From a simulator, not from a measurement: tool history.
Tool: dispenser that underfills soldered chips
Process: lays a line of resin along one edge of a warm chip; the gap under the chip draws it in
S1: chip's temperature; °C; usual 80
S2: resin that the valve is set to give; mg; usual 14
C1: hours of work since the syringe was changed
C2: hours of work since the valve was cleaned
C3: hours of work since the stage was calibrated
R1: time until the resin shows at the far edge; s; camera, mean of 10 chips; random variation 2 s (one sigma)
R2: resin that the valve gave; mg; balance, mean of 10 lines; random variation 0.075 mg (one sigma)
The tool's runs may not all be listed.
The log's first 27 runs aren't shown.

{"hour": 282.7, "done": "new syringe of resin"}
{"hour": 295.5, "done": "new syringe of resin"}
{"run": 28, "hour": 295.9, "S1": 67, "S2": 15.7, "C1": 0, "C2": 105, "C3": 349, "R1": 328.9, "R2": 14.36}
{"hour": 308.2, "done": "new syringe of resin"}
{"run": 29, "hour": 309.1, "S1": 67, "S2": 15.7, "C1": 1, "C2": 114, "C3": 359, "R1": 341.9, "R2": 14.1}
{"run": 30, "hour": 317.9, "S1": 67, "S2": 15.7, "C1": 7, "C2": 121, "C3": 365, "R1": 626.3, "R2": 13.94}
{"hour": 320.9, "done": "new syringe of resin"}
{"run": 31, "hour": 326.1, "S1": 90, "S2": 16, "C1": 4, "C2": 127, "C3": 372, "R1": 174.7, "R2": 14.12}
{"hour": 334.0, "done": "new syringe of resin"}
{"run": 32, "hour": 337.4, "S1": 67, "S2": 12.2, "C1": 3, "C2": 136, "C3": 380, "R1": 436.7, "R2": 10.59}
{"hour": 341.6, "done": "dispensing valve cleaned and set on the balance"}
{"run": 33, "hour": 345.4, "S1": 88, "S2": 15.7, "C1": 8, "C2": 3, "C3": 385, "R1": 280, "R2": 15.6}
{"hour": 347.8, "done": "new syringe of resin"}
{"run": 34, "hour": 353.6, "S1": 80, "S2": 12.6, "C1": 4, "C2": 9, "C3": 391, "R1": 285, "R2": 12.62}
{"hour": 360.6, "done": "new syringe of resin"}
{"run": 35, "hour": 363.4, "S1": 86, "S2": 14, "C1": 2, "C2": 16, "C3": 399, "R1": 179.1, "R2": 13.85}

4 ways to go on from here, each from the tool as it stands after run 35. What would each give?
{"run": "A", "hour": 371.9, "S1": 74, "S2": 13.2, "C1": 9, "C2": 23, "C3": 405, "R1": "?", "R2": "?"}
{"run": "B", "hour": 371.9, "S1": 76, "S2": 16.7, "C1": 9, "C2": 23, "C3": 405, "R1": "?", "R2": "?"}
{"run": "C", "hour": 371.9, "S1": 86, "S2": 14.1, "C1": 9, "C2": 23, "C3": 405, "R1": "?", "R2": "?"}
{"run": "D", "hour": 371.9, "S1": 88, "S2": 14.7, "C1": 9, "C2": 23, "C3": 405, "R1": "?", "R2": "?"}

run=A R1=526.5 R2=12.94
run=B R1=473.1 R2=16.56
run=C R1=319.2 R2=13.9
run=D R1=299.4 R2=14.48
Without the tool's hidden state the same runs would have given:
run=A R1=258.3 R2=13.16
run=B R1=232.5 R2=16.84
run=C R1=156 R2=14.13
run=D R1=146.3 R2=14.72

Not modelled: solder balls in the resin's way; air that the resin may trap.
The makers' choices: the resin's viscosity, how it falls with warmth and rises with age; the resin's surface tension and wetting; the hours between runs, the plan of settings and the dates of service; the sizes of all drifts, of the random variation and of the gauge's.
